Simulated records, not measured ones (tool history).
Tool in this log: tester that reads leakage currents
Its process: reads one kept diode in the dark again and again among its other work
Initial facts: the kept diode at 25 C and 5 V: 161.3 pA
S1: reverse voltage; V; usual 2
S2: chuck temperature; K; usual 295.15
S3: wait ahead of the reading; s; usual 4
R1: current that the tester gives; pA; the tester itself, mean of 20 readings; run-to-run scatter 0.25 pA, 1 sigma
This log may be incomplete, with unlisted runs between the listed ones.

run 1 hour=0 | S1=2 S2=295.15 S3=4 | R1=83.01
run 2 hour=146.5 | S1=2 S2=295.15 S3=4 | R1=83.22
-- hour=265.9 chuck's temperature calibrated
run 3 hour=307.3 | S1=2 S2=295.15 S3=4 | R1=82.67
run 4 hour=508 | S1=2 S2=295.15 S3=4 | R1=83.41
run 5 hour=734.6 | S1=2 S2=295.15 S3=4 | R1=83.31
run 6 hour=984.5 | S1=2 S2=295.15 S3=4 | R1=82.71
run 7 hour=1186.1 | S1=2 S2=295.15 S3=4 | R1=82.51
run 8 hour=1389.7 | S1=2 S2=295.15 S3=4 | R1=82.95
run 9 hour=1537.7 | S1=2 S2=295.15 S3=4 | R1=83.34
run 10 hour=1706 | S1=2 S2=295.15 S3=4 | R1=83.1
run 11 hour=1888.8 | S1=2 S2=295.15 S3=4 | R1=83.05
-- hour=2046.6 chuck's temperature calibrated
run 12 hour=2124.9 | S1=2 S2=304.15 S3=4 | R1=192.16
run 13 hour=2325.9 | S1=2 S2=304.15 S3=4 | R1=192.51
-- hour=2388.4 tester calibrated
run 14 hour=2555.7 | S1=5.82 S2=301.15 S3=0.82 | R1=227.63
run 15 hour=2813.4 | S1=1.32 S2=297.15 S3=7.03 | R1=84.33
run 16 hour=2984 | S1=1.32 S2=297.15 S3=7.03 | R1=84.34
run 17 hour=3269.5 | S1=11.31 S2=297.15 S3=2.6 | R1=206.81
run 18 hour=3394.3 | S1=10.7 S2=320.15 S3=1.41 | R1=1549.21
run 19 hour=3647.4 | S1=1.47 S2=320.15 S3=4 | R1=675.47
-- hour=3835.5 chuck's temperature calibrated
run 20 hour=3852.1 | S1=1.46 S2=295.15 S3=4 | R1=72.9
run 21 hour=4037.5 | S1=1.61 S2=310.15 S3=4.87 | R1=300.04
-- hour=4125.8 probe card cleaned and baked
run 22 hour=4292.8 | S1=2 S2=305.15 S3=7.89 | R1=210.97
run 23 hour=4582.5 | S1=1.62 S2=325.15 S3=4 | R1=1056.94
run 24 hour=4842 | S1=14.09 S2=311.15 S3=4 | R1=805.97
run 25 hour=4985.5 | S1=2 S2=297.15 S3=4 | R1=100.39

Forecast each of these 5 alternatives for the next run:
run A hour=5173.1 | S1=1.54 S2=297.15 S3=4 | R1=?
run B hour=5173.1 | S1=1.93 S2=294.15 S3=1.74 | R1=?
run C hour=5173.1 | S1=1.49 S2=295.15 S3=1.26 | R1=?
run D hour=5173.1 | S1=2 S2=297.15 S3=3.88 | R1=?
run E hour=5173.1 | S1=8.23 S2=297.15 S3=0.49 | R1=?

run=A R1=90.35
run=B R1=74.1
run=C R1=73.22
run=D R1=100.44
run=E R1=182.62
The same runs, with their run-to-run variation unchanged, on a tool lacking any hidden condition would have given:
run=A R1=90.28
run=B R1=74.04
run=C R1=73.16
run=D R1=100.37
run=E R1=182.48
